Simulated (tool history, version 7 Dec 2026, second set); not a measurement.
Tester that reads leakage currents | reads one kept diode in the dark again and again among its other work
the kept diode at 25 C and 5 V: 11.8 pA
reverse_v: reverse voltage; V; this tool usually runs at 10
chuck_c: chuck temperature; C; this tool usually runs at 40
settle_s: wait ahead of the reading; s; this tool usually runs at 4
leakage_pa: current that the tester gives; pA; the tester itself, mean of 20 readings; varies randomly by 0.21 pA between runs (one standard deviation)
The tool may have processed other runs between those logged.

run 1 hour=0 | reverse_v=10 chuck_c=40 settle_s=4 | leakage_pa=68.49
-- hour=85.9 chuck's temperature calibrated
run 2 hour=112.4 | reverse_v=10 chuck_c=40 settle_s=4 | leakage_pa=68.65
run 3 hour=241.7 | reverse_v=10 chuck_c=40 settle_s=4 | leakage_pa=68.77
run 4 hour=337.9 | reverse_v=10 chuck_c=43 settle_s=4 | leakage_pa=88.66
run 5 hour=422.3 | reverse_v=2.9 chuck_c=43 settle_s=4 | leakage_pa=45.17
run 6 hour=490.3 | reverse_v=2.9 chuck_c=43 settle_s=4 | leakage_pa=45.06
run 7 hour=552.3 | reverse_v=2.9 chuck_c=43 settle_s=4 | leakage_pa=45.36
run 8 hour=692.4 | reverse_v=10 chuck_c=27 settle_s=4 | leakage_pa=21.63
run 9 hour=764.2 | reverse_v=10 chuck_c=27 settle_s=4 | leakage_pa=21.63
run 10 hour=843.5 | reverse_v=10 chuck_c=27 settle_s=4 | leakage_pa=21.71
run 11 hour=935.3 | reverse_v=10 chuck_c=40 settle_s=4 | leakage_pa=68.46
run 12 hour=1020.3 | reverse_v=10 chuck_c=40 settle_s=4 | leakage_pa=68.6
run 13 hour=1119.4 | reverse_v=10 chuck_c=40 settle_s=4 | leakage_pa=68.91
run 14 hour=1191.7 | reverse_v=3.3 chuck_c=40 settle_s=1.94 | leakage_pa=37.78
run 15 hour=1320.3 | reverse_v=1 chuck_c=27 settle_s=2.92 | leakage_pa=6.17
run 16 hour=1376.6 | reverse_v=3.4 chuck_c=54 settle_s=0.41 | leakage_pa=124.77
run 17 hour=1494.6 | reverse_v=3.4 chuck_c=54 settle_s=0.41 | leakage_pa=124.54
-- hour=1527.3 probe card cleaned and baked
run 18 hour=1562.7 | reverse_v=19.2 chuck_c=26 settle_s=7.13 | leakage_pa=28.04
run 19 hour=1676.3 | reverse_v=19.2 chuck_c=26 settle_s=7.13 | leakage_pa=28.17
run 20 hour=1745.5 | reverse_v=10 chuck_c=40 settle_s=4.64 | leakage_pa=68.5
run 21 hour=1808.5 | reverse_v=2.4 chuck_c=40 settle_s=0.51 | leakage_pa=32.72
run 22 hour=1923.9 | reverse_v=2.4 chuck_c=40 settle_s=0.51 | leakage_pa=32.75
run 23 hour=2000.7 | reverse_v=2.4 chuck_c=40 settle_s=0.51 | leakage_pa=32.95
run 24 hour=2067.2 | reverse_v=6.9 chuck_c=42 settle_s=5.1 | leakage_pa=66.41
run 25 hour=2200.2 | reverse_v=6.9 chuck_c=42 settle_s=0.98 | leakage_pa=68.17
run 26 hour=2331.5 | reverse_v=1.6 chuck_c=50 settle_s=2.35 | leakage_pa=58.88

4 options for the next run, each taken on its own from the tool as it stands now. Forecast them:
run A hour=2401.3 | reverse_v=6.4 chuck_c=56 settle_s=2.95 | leakage_pa=?
run B hour=2401.3 | reverse_v=1.3 chuck_c=27 settle_s=0.72 | leakage_pa=?
run C hour=2401.3 | reverse_v=10.4 chuck_c=50 settle_s=2.35 | leakage_pa=?
run D hour=2401.3 | reverse_v=1.6 chuck_c=50 settle_s=0.56 | leakage_pa=?

run=A leakage_pa=201.96
run=B leakage_pa=7.5
run=C leakage_pa=162.36
run=D leakage_pa=59.46
Without the tool's hidden state the same runs would have given:
run=A leakage_pa=201.99
run=B leakage_pa=7.5
run=C leakage_pa=162.38
run=D leakage_pa=59.47
